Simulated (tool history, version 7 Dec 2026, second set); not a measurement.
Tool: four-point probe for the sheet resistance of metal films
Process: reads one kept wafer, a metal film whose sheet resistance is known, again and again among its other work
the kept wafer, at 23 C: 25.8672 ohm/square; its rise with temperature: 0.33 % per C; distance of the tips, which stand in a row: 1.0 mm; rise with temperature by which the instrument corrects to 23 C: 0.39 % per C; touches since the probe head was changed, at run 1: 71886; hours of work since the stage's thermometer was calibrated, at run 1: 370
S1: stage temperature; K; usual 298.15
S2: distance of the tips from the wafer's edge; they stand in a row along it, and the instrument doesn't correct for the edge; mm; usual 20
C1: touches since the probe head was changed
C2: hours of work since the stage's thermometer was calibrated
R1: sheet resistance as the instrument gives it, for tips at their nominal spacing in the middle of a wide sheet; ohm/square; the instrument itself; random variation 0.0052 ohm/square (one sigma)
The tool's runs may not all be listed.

Run 1, hour 0: usual settings; C1 71886; C2 370. Result: R1 26.002384 ohm/square.
Run 2, hour 44.1: usual settings; C1 72976; C2 398. Result: R1 25.999183 ohm/square.
Run 3, hour 90.4: usual settings; C1 74122; C2 427. Result: R1 26.009448 ohm/square.
Run 4, hour 162.5: usual settings; C1 75908; C2 472. Result: R1 26.000115 ohm/square.
Run 5, hour 255.5: usual settings but S2 6 mm; C1 78208; C2 531. Result: R1 26.355983 ohm/square.
Run 6, hour 339.3: usual settings but S2 6 mm; C1 80284; C2 584. Result: R1 26.355163 ohm/square.
Run 7, hour 392.2: usual settings but S1 302.15 K, S2 6 mm; C1 81593; C2 617. Result: R1 26.299257 ohm/square.
Run 8, hour 450.4: usual settings but S1 302.15 K, S2 6 mm; C1 83032; C2 654. Result: R1 26.307529 ohm/square.
Run 9, hour 524.5: usual settings but S1 302.15 K, S2 6 mm; C1 84867; C2 700. Result: R1 26.312933 ohm/square.
Run 10, hour 582.8: usual settings but S1 294.15 K; C1 86308; C2 737. Result: R1 26.069644 ohm/square.
Run 11, hour 633.4: usual settings but S1 300.15 K; C1 87561; C2 769. Result: R1 25.987863 ohm/square.
Run 12, hour 694.6: usual settings but S1 300.15 K; C1 89076; C2 807. Result: R1 25.983124 ohm/square.
Run 13, hour 785.8: usual settings but S1 300.15 K; C1 91333; C2 865. Result: R1 25.989475 ohm/square.
Run 14, hour 849.9: usual settings but S1 297.15 K; C1 92920; C2 905. Result: R1 26.027632 ohm/square.
Run 15, hour 913: usual settings but S1 297.15 K; C1 94481; C2 945. Result: R1 26.036553 ohm/square.
Run 16, hour 985.1: usual settings; C1 96265; C2 990. Result: R1 26.018444 ohm/square.
Run 17, hour 1035: usual settings; C1 97500; C2 1022. Result: R1 26.013819 ohm/square.
Run 18, hour 1095.7: usual settings; C1 99002; C2 1060. Result: R1 26.019714 ohm/square.
Run 19, hour 1177.4: usual settings; C1 101025; C2 1111. Result: R1 26.023124 ohm/square.
Run 20, hour 1279.8: usual settings but S2 10 mm; C1 103559; C2 1176. Result: R1 26.137974 ohm/square.
Run 21, hour 1370.1: usual settings but S1 307.15 K; C1 105791; C2 1232. Result: R1 25.910025 ohm/square.
At hour 1379.7: stage's thermometer calibrated.
Run 22, hour 1418.8: usual settings but S1 307.15 K; C1 106985; C2 25. Result: R1 25.905127 ohm/square.
Run 23, hour 1496.6: usual settings but S1 307.15 K; C1 108912; C2 74. Result: R1 25.906838 ohm/square.
Run 24, hour 1538.7: usual settings but S1 296.15 K; C1 109952; C2 100. Result: R1 26.053307 ohm/square.
Run 25, hour 1608.9: usual settings but S1 306.15 K, S2 43 mm; C1 111691; C2 144. Result: R1 25.898835 ohm/square.
At hour 1628.5: stage's thermometer calibrated, once more.
Run 26, hour 1679.9: usual settings but S1 296.15 K, S2 4 mm; C1 113436; C2 32. Result: R1 26.878146 ohm/square.
Run 27, hour 1778: usual settings but S1 300.15 K, S2 5 mm; C1 115864; C2 94. Result: R1 26.524712 ohm/square.
Run 28, hour 1849.9: usual settings but S1 308.15 K, S2 38 mm; C1 117641; C2 139. Result: R1 25.884824 ohm/square.
Run 29, hour 1904.3: usual settings but S1 291.15 K, S2 75 mm; C1 118988; C2 174. Result: R1 26.109664 ohm/square.
Run 30, hour 1982.1: usual settings but S1 297.15 K, S2 6 mm; C1 120913; C2 223. Result: R1 26.416378 ohm/square.
Run 31, hour 2070.3: usual settings but S1 302.15 K, S2 50 mm; C1 123096; C2 278. Result: R1 25.969598 ohm/square.
Run 32, hour 2115.7: usual settings but S1 302.15 K, S2 50 mm; C1 124220; C2 307. Result: R1 25.976249 ohm/square.
Run 33, hour 2160.5: usual settings but S1 302.15 K, S2 50 mm; C1 125329; C2 335. Result: R1 25.977762 ohm/square.
Run 34, hour 2240.9: usual settings but S1 302.15 K, S2 50 mm; C1 127319; C2 385. Result: R1 25.960121 ohm/square.
Run 35, hour 2305.9: usual settings but S1 295.15 K, S2 55 mm; C1 128928; C2 426. Result: R1 26.070307 ohm/square.
Run 36, hour 2375.4: usual settings but S1 293.15 K, S2 32 mm; C1 130646; C2 470. Result: R1 26.106419 ohm/square.
Run 37, hour 2434.4: usual settings; C1 132108; C2 507. Result: R1 26.058794 ohm/square.
Run 38, hour 2513.5: usual settings but S1 295.15 K, S2 5 mm; C1 134064; C2 557. Result: R1 26.614079 ohm/square.
Run 39, hour 2584.4: usual settings but S1 293.15 K, S2 74 mm; C1 135818; C2 602. Result: R1 26.089196 ohm/square.
Run 40, hour 2687.2: usual settings but S1 293.15 K, S2 74 mm; C1 138362; C2 666. Result: R1 26.099112 ohm/square.
Run 41, hour 2790.1: usual settings but S1 293.15 K, S2 74 mm; C1 140909; C2 731. Result: R1 26.109911 ohm/square.
Run 42, hour 2832.8: usual settings but S1 306.15 K, S2 14 mm; C1 141966; C2 758. Result: R1 25.985827 ohm/square.
Run 43, hour 2911.2: usual settings but S1 296.15 K, S2 4 mm; C1 143906; C2 807. Result: R1 26.896751 ohm/square.
Run 44, hour 2968.5: usual settings but S1 296.15 K, S2 4 mm; C1 145324; C2 843. Result: R1 26.911106 ohm/square.

4 ways to go on from here, each from the tool as it stands after run 44. What would each give?
Run A, hour 3028.4: usual settings but S1 300.15 K, S2 28 mm; C1 146807; C2 881. Result: R1 ?.
Run B, hour 3028.4: usual settings but S1 294.15 K, S2 59 mm; C1 146807; C2 881. Result: R1 ?.
Run C, hour 3028.4: usual settings but S1 293.15 K; C1 146807; C2 881. Result: R1 ?.
Run D, hour 3028.4: usual settings but S2 15 mm; C1 146807; C2 881. Result: R1 ?.

run         R1
  A  26.024738
  B  26.095695
  C  26.138637
  D  26.097362
Without the tool's hidden state the same runs would have given:
run         R1
  A  25.832975
  B  25.903642
  C  25.946327
  D   25.90517
